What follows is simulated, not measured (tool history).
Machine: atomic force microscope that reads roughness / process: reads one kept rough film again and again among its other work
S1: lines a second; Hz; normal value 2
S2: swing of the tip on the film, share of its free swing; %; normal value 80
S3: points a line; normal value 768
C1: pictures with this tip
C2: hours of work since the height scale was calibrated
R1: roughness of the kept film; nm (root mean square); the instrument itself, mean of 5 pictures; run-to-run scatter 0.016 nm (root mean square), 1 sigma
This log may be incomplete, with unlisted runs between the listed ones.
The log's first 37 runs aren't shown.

| run | day | S1 | S2 | S3 | C1 | C2 | R1 |
|---|---|---|---|---|---|---|---|
| 38 | 51.833 | 1.46 | 88 | 768 | 146 | 766 | 3.428 |
| 39 | 53 | 1.29 | 63 | 264 | 179 | 783 | 3.626 |
| 40 | 54.108 | 1.2 | 80 | 500 | 210 | 799 | 3.455 |
| 41 | 56.025 | 1.2 | 80 | 500 | 265 | 827 | 3.274 |
| 42 | 57.217 | 1.2 | 80 | 500 | 298 | 844 | 3.19 |
|  | 57.383 | new tip fitted |
| 43 | 58.379 | 1.2 | 80 | 500 | 29 | 861 | 4.008 |
| 44 | 59.875 | 1.2 | 79 | 500 | 71 | 882 | 3.865 |
| 45 | 61.525 | 1.2 | 79 | 500 | 118 | 906 | 3.751 |
| 46 | 62.446 | 1.2 | 79 | 500 | 144 | 920 | 3.671 |
| 47 | 64.004 | 1.2 | 76 | 838 | 188 | 942 | 3.562 |
| 48 | 65.662 | 2 | 61 | 768 | 235 | 967 | 3.491 |
| 49 | 67.104 | 2 | 61 | 768 | 275 | 987 | 3.417 |
|  | 67.975 | new tip fitted |
| 50 | 68.588 | 1.13 | 72 | 330 | 18 | 1009 | 4.178 |
| 51 | 70.179 | 1.45 | 64 | 952 | 63 | 1032 | 4.114 |
| 52 | 71.004 | 3.93 | 64 | 952 | 86 | 1044 | 3.729 |

5 ways to go on from here, each from the tool as it stands after run 52. What would each give?
| A | 72.992 | 3.93 | 64 | 487 | 142 | 1073 | ? |
| B | 72.992 | 3.93 | 67 | 952 | 142 | 1073 | ? |
| C | 72.992 | 3.93 | 89 | 952 | 142 | 1073 | ? |
| D | 72.992 | 1.81 | 64 | 713 | 142 | 1073 | ? |
| E | 72.992 | 2 | 85 | 768 | 142 | 1073 | ? |

| run | R1 |
|---|---|
| A | 3.557 |
| B | 3.5 |
| C | 2.838 |
| D | 3.772 |
| E | 3.362 |
Stripped of hidden state, with their random variation kept, the same runs would have yielded:
| run | R1 |
|---|---|
| A | 4.004 |
| B | 3.94 |
| C | 3.194 |
| D | 4.247 |
| E | 3.785 |

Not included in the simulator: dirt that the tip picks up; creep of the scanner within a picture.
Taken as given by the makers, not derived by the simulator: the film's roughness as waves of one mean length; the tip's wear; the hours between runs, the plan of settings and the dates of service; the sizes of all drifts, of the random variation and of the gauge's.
